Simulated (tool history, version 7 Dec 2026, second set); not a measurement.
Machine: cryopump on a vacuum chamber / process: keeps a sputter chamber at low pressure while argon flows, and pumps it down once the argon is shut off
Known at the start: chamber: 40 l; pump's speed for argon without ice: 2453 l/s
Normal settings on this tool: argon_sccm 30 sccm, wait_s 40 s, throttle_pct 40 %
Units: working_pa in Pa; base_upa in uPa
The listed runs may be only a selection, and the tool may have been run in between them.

run 1 hour=0.0 | argon_sccm=30 wait_s=40 throttle_pct=40 | working_pa=0.0548 base_upa=1.67
run 2 hour=39.7 | argon_sccm=30 wait_s=40 throttle_pct=40 | working_pa=0.0553 base_upa=1.65
run 3 hour=101.1 | argon_sccm=30 wait_s=40 throttle_pct=16 | working_pa=0.1333 base_upa=1.60
run 4 hour=147.9 | argon_sccm=30 wait_s=40 throttle_pct=16 | working_pa=0.1334 base_upa=1.64
run 5 hour=175.7 | argon_sccm=30 wait_s=40 throttle_pct=40 | working_pa=0.0557 base_upa=1.63
run 6 hour=238.3 | argon_sccm=13 wait_s=40 throttle_pct=40 | working_pa=0.0243 base_upa=1.71
run 7 hour=303.0 | argon_sccm=13 wait_s=40 throttle_pct=40 | working_pa=0.0249 base_upa=1.66
run 8 hour=340.2 | argon_sccm=16 wait_s=40 throttle_pct=40 | working_pa=0.0300 base_upa=1.77
run 9 hour=398.5 | argon_sccm=16 wait_s=40 throttle_pct=40 | working_pa=0.0303 base_upa=1.76
-- hour=430.1 pump warmed up, emptied and cooled again
run 10 hour=463.1 | argon_sccm=16 wait_s=40 throttle_pct=40 | working_pa=0.0271 base_upa=1.65
run 11 hour=517.9 | argon_sccm=14 wait_s=73 throttle_pct=40 | working_pa=0.0249 base_upa=1.18
run 12 hour=554.1 | argon_sccm=15 wait_s=75 throttle_pct=41 | working_pa=0.0253 base_upa=1.13
run 13 hour=606.7 | argon_sccm=38 wait_s=99 throttle_pct=57 | working_pa=0.0460 base_upa=1.06
run 14 hour=668.2 | argon_sccm=38 wait_s=99 throttle_pct=57 | working_pa=0.0484 base_upa=1.10
run 15 hour=716.1 | argon_sccm=52 wait_s=99 throttle_pct=57 | working_pa=0.0648 base_upa=1.07
run 16 hour=756.8 | argon_sccm=16 wait_s=25 throttle_pct=16 | working_pa=0.0711 base_upa=2.24

Below are 3 alternative next runs, each starting from the tool's condition after run 16. Predict each:
run A hour=811.5 | argon_sccm=16 wait_s=25 throttle_pct=20 | working_pa=? base_upa=?
run B hour=811.5 | argon_sccm=16 wait_s=54 throttle_pct=45 | working_pa=? base_upa=?
run C hour=811.5 | argon_sccm=39 wait_s=25 throttle_pct=16 | working_pa=? base_upa=?

run=A working_pa=0.0564 base_upa=2.38
run=B working_pa=0.0253 base_upa=1.45
run=C working_pa=0.1702 base_upa=2.34
Without the tool's unlogged condition, the same runs would have read:
run=A working_pa=0.0556 base_upa=1.78
run=B working_pa=0.0245 base_upa=0.85
run=C working_pa=0.1683 base_upa=1.75
